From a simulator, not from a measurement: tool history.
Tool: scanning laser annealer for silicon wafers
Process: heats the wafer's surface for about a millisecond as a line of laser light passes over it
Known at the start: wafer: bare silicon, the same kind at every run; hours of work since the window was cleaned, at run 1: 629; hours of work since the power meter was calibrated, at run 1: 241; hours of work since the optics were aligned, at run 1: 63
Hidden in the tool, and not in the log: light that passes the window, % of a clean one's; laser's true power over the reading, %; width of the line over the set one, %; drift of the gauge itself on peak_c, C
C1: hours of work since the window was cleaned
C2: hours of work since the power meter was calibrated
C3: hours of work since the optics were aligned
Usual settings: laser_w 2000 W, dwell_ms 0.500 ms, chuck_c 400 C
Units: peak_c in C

Run 1, hour 0.0: usual settings; C1 629; C2 241; C3 63. Result: peak_c 1224 C.
Run 2, hour 55.8: usual settings; C1 654; C2 266; C3 88. Result: peak_c 1219 C.
Run 3, hour 120.8: usual settings; C1 683; C2 295; C3 117. Result: peak_c 1221 C.
Run 4, hour 171.2: usual settings; C1 705; C2 318; C3 140. Result: peak_c 1224 C.
Run 5, hour 228.2: usual settings; C1 731; C2 343; C3 166. Result: peak_c 1223 C.
Run 6, hour 277.3: usual settings; C1 753; C2 365; C3 188. Result: peak_c 1226 C.
Run 7, hour 335.6: usual settings but laser_w 1992 W; C1 779; C2 391; C3 214. Result: peak_c 1221 C.
Run 8, hour 362.6: usual settings but dwell_ms 0.435 ms; C1 791; C2 403; C3 226. Result: peak_c 1164 C.
Run 9, hour 404.9: usual settings but laser_w 1894 W, dwell_ms 0.435 ms; C1 810; C2 422; C3 245. Result: peak_c 1123 C.
At hour 426.8: window over the wafer cleaned.
Run 10, hour 441.4: usual settings but laser_w 1894 W, dwell_ms 0.435 ms; C1 7; C2 438; C3 260. Result: peak_c 1124 C.
Run 11, hour 489.5: usual settings but laser_w 1893 W, dwell_ms 0.399 ms, chuck_c 372 C; C1 28; C2 459; C3 282. Result: peak_c 1063 C.
Run 12, hour 522.0: usual settings but laser_w 1931 W, dwell_ms 0.357 ms; C1 43; C2 474; C3 296. Result: peak_c 1071 C.
Run 13, hour 554.8: usual settings but laser_w 1952 W, chuck_c 428 C; C1 57; C2 488; C3 311. Result: peak_c 1230 C.
Run 14, hour 583.7: usual settings but laser_w 1952 W, chuck_c 428 C; C1 70; C2 501; C3 324. Result: peak_c 1227 C.
Run 15, hour 637.7: usual settings but laser_w 1785 W; C1 94; C2 525; C3 348. Result: peak_c 1129 C.
Run 16, hour 679.7: usual settings but chuck_c 364 C; C1 113; C2 544; C3 367. Result: peak_c 1186 C.
Run 17, hour 742.1: usual settings but chuck_c 364 C; C1 141; C2 572; C3 395. Result: peak_c 1190 C.

How the hidden state differs across the entries between the runs, from the last listed run before each to the first after it:
Between runs 9 and 10: window over the wafer cleaned (hour 426.8)
  light that passes the window, % of a clean one's: 99.95 -> 99.99

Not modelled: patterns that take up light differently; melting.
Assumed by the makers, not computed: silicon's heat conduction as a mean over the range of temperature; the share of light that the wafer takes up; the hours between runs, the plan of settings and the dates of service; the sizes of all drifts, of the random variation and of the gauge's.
